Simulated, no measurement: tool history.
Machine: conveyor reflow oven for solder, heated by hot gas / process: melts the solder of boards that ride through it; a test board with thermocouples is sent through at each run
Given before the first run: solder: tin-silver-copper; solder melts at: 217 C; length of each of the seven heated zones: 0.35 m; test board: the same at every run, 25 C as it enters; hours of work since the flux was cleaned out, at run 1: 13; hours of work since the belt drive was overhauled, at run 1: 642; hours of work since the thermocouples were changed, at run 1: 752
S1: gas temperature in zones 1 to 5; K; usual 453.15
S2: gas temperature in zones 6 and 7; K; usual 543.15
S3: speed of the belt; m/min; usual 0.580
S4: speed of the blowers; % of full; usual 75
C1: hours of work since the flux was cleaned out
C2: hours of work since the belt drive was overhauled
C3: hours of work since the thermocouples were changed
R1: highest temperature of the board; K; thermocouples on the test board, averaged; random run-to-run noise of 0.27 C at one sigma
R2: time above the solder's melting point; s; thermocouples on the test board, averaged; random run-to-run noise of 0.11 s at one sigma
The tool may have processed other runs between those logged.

run   hour      S1      S2     S3  S4   C1   C2    C3      R1    R2
  1    0.0  453.15  543.15  0.580  75   13  642   752  532.15  61.1
  2   30.4  453.15  543.15  0.580  75   29  658   768  531.85  61.2
  3   45.7  453.15  543.15  0.634  75   38  667   777  529.55  54.6
  4   60.1  453.15  543.15  0.634  75   45  674   784  529.85  54.4
  5   88.8  453.15  543.15  0.580  75   61  690   800  532.15  61.1
  6  114.5  453.15  543.15  0.580  75   75  704   814  532.65  61.3
  7  130.7  453.15  543.15  0.580  75   83  713   823  532.05  61.0
  8  147.4  453.15  543.15  0.685  75   93  722   832  527.75  48.8
  9  168.7  453.15  543.15  0.685  75  104  733   843  527.55  48.8
 10  184.4  453.15  543.15  0.685  75  112  742   852  527.55  48.7
 11  205.2  453.15  543.15  0.685  75  124  753   863  527.35  48.8
 12  234.1  453.15  543.15  0.685  75  139  768   878  527.35  48.7
 13  252.8  467.15  546.15  0.580  75  149  779   889  536.45  68.3
 14  279.9  463.15  543.15  0.551  75  164  793   903  534.45  69.6
 15  303.9  463.15  535.15  0.567  74  177  806   916  526.65  63.8
 16  330.3  463.15  535.15  0.567  74  191  820   930  526.95  63.9
 17  342.6  460.15  543.15  0.491  75  198  827   937  536.45  78.1
 18  370.2  458.15  532.15  0.491  83  213  842   952  526.55  72.9
 19  398.5  453.15  543.15  0.580  54  228  857   967  528.05  57.8
 20  420.2  453.15  543.15  0.682  75  240  869   979  527.75  49.0
 21  437.2  453.15  538.15  0.580  70  249  878   988  526.75  57.9
 22  466.8  453.15  538.15  0.506  70  265  894  1004  530.05  69.5
 23  480.3  453.15  538.15  0.506  70  272  901  1011  529.55  69.6

Here are 4 independent what-if runs from the current tool condition. What would each one return?
  A  505.5  453.15  555.15  0.675  64  286  915  1025   ?   ?
  B  505.5  463.15  539.15  0.580  69  286  915  1025   ?   ?
  C  505.5  453.15  558.15  0.496  83  286  915  1025   ?   ?
  D  505.5  453.15  552.15  0.538  63  286  915  1025   ?   ?

run      R1    R2
  A  536.15  53.1
  B  528.65  63.1
  C  550.85  80.3
  D  539.75  69.7
Without the tool's hidden state the same runs would have given:
run      R1    R2
  A  536.25  53.1
  B  528.65  63.1
  C  550.95  80.3
  D  539.75  69.7
